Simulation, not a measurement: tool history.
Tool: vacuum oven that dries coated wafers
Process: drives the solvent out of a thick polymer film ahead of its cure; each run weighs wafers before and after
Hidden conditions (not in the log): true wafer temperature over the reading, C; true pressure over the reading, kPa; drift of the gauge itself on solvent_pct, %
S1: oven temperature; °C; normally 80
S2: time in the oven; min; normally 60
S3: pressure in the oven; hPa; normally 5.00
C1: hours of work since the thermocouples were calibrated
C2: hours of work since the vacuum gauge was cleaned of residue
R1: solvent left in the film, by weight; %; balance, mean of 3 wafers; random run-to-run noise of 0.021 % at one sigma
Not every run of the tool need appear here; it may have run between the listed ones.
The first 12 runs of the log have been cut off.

run 13 day=4.571 | S1=80 S2=37 S3=5.00 | C1=14 C2=258 | R1=3.19
run 14 day=5.104 | S1=80 S2=37 S3=5.00 | C1=20 C2=264 | R1=3.22
run 15 day=5.462 | S1=80 S2=45 S3=5.00 | C1=24 C2=268 | R1=2.32
run 16 day=5.879 | S1=74 S2=31 S3=4.09 | C1=29 C2=273 | R1=6.39
-- day=6.021 oven's thermocouples calibrated, once more
run 17 day=6.217 | S1=69 S2=36 S3=5.18 | C1=2 C2=276 | R1=8.66
run 18 day=6.625 | S1=80 S2=93 S3=5.00 | C1=7 C2=281 | R1=0.73
run 19 day=6.892 | S1=74 S2=104 S3=3.04 | C1=10 C2=284 | R1=1.36
run 20 day=7.171 | S1=74 S2=104 S3=3.04 | C1=14 C2=288 | R1=1.34
run 21 day=7.617 | S1=75 S2=98 S3=6.92 | C1=19 C2=293 | R1=1.53
run 22 day=8.158 | S1=80 S2=60 S3=3.51 | C1=26 C2=300 | R1=1.74
run 23 day=8.579 | S1=68 S2=58 S3=5.00 | C1=31 C2=305 | R1=6.32
run 24 day=8.862 | S1=93 S2=37 S3=4.82 | C1=34 C2=308 | R1=0.71
run 25 day=9.112 | S1=88 S2=51 S3=15.18 | C1=37 C2=311 | R1=1.13
run 26 day=9.371 | S1=80 S2=33 S3=5.00 | C1=40 C2=314 | R1=4.65
run 27 day=9.854 | S1=80 S2=33 S3=5.00 | C1=46 C2=320 | R1=4.64
run 28 day=10.262 | S1=80 S2=33 S3=5.00 | C1=51 C2=325 | R1=4.63
run 29 day=10.567 | S1=80 S2=47 S3=5.00 | C1=54 C2=328 | R1=2.83
run 30 day=10.879 | S1=86 S2=44 S3=5.00 | C1=58 C2=332 | R1=1.47

Predict each of these 5 candidate next runs independently; none follows another, all start after run 30:
run A day=11.354 | S1=85 S2=39 S3=4.72 | C1=64 C2=338 | R1=?
run B day=11.354 | S1=86 S2=44 S3=11.61 | C1=64 C2=338 | R1=?
run C day=11.354 | S1=86 S2=35 S3=11.88 | C1=64 C2=338 | R1=?
run D day=11.354 | S1=74 S2=42 S3=14.80 | C1=64 C2=338 | R1=?
run E day=11.354 | S1=83 S2=67 S3=6.28 | C1=64 C2=338 | R1=?

run=A R1=2.07
run=B R1=1.74
run=C R1=2.49
run=D R1=6.09
run=E R1=0.98
Without the tool's hidden state the same runs would have given:
run=A R1=1.94
run=B R1=1.63
run=C R1=2.37
run=D R1=5.91
run=E R1=0.88
